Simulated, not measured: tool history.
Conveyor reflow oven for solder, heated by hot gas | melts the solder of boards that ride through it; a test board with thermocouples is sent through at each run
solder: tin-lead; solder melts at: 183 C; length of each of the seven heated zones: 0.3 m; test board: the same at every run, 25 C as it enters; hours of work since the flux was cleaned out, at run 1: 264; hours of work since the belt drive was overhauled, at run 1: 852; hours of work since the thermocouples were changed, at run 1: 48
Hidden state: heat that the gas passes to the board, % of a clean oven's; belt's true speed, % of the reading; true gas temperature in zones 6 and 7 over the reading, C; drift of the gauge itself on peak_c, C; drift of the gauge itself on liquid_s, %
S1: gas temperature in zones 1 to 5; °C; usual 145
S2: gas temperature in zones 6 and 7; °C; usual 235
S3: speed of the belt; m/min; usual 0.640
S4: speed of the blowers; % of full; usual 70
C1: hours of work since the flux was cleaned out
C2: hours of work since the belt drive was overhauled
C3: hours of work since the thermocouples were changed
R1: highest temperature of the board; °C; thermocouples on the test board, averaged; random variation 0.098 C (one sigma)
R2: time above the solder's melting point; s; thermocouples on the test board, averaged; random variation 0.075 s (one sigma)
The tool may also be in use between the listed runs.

run,hour,S1,S2,S3,S4,C1,C2,C3,R1,R2
1,0.0,145,235,0.640,70,264,852,48,217.53,43.82
# hour 58.9: flux residue cleaned out of gas plates and filters
2,68.7,139,235,0.640,70,6,889,85,216.78,41.57
3,111.0,139,235,0.640,70,30,913,109,216.74,41.57
4,178.0,139,235,0.640,70,69,952,148,216.79,41.67
5,222.0,139,235,0.640,70,94,977,174,216.54,41.54
6,271.4,145,235,0.640,70,123,1006,202,217.69,44.05
7,333.1,156,235,0.640,70,158,1042,238,219.74,48.71
8,391.7,156,235,0.664,70,192,1075,271,218.83,46.24
9,448.3,156,235,0.664,70,225,1108,304,218.65,46.22
10,516.6,145,235,0.640,53,264,1148,344,212.52,39.99
# hour 575.1: flux residue cleaned out of gas plates and filters
11,585.9,145,235,0.640,63,6,1185,381,215.74,42.65
12,625.9,145,235,0.640,63,29,1208,404,215.60,42.67
13,667.3,145,235,0.640,63,53,1232,428,215.99,42.57
14,701.7,145,235,0.640,63,73,1252,448,215.87,42.62
15,771.2,145,235,0.640,63,113,1292,488,215.95,42.70
16,800.7,145,235,0.640,63,130,1309,505,215.78,42.67
17,835.6,145,227,0.640,66,150,1329,525,210.15,39.12
18,876.2,145,235,0.640,76,174,1352,548,219.37,44.84
19,938.3,154,235,0.711,73,210,1388,584,217.16,41.45
20,981.7,154,235,0.711,73,235,1413,609,216.96,41.54
21,1046.2,154,235,0.711,73,272,1450,646,216.99,41.61
# hour 1092.4: flux residue cleaned out of gas plates and filters
22,1112.1,154,235,0.711,73,11,1486,682,217.26,41.50
23,1176.1,154,238,0.676,52,48,1523,719,214.75,41.82
24,1210.8,154,238,0.676,52,68,1543,739,214.94,41.66
25,1264.6,145,245,0.753,61,99,1574,770,216.98,36.00
26,1306.2,145,245,0.753,61,123,1598,794,216.86,36.05
# hour 1348.8: belt drive overhauled, speed set with a stopwatch
27,1348.8,145,245,0.753,61,146,0,816,217.06,35.99
28,1411.4,133,235,0.740,70,182,36,852,209.98,30.18
29,1464.4,152,245,0.646,60,212,67,883,224.08,48.50
30,1522.3,142,236,0.652,70,246,100,916,217.52,41.99

How the hidden state differs across the entries between the runs, from the last listed run before each to the first after it:
Between runs 1 and 2: flux residue cleaned out of gas plates and filters (hour 58.9)
  heat that the gas passes to the board, % of a clean oven's: 99.9 -> 100
Between runs 10 and 11: flux residue cleaned out of gas plates and filters (hour 575.1)
  heat that the gas passes to the board, % of a clean oven's: 99.9 -> 100; belt's true speed, % of the reading: 99.98 -> 99.97
Between runs 21 and 22: flux residue cleaned out of gas plates and filters (hour 1092.4)
  heat that the gas passes to the board, % of a clean oven's: 99.9 -> 100
Between runs 26 and 27: belt drive overhauled, speed set with a stopwatch (hour 1348.8)
  belt's true speed, % of the reading: 99.97 -> 100

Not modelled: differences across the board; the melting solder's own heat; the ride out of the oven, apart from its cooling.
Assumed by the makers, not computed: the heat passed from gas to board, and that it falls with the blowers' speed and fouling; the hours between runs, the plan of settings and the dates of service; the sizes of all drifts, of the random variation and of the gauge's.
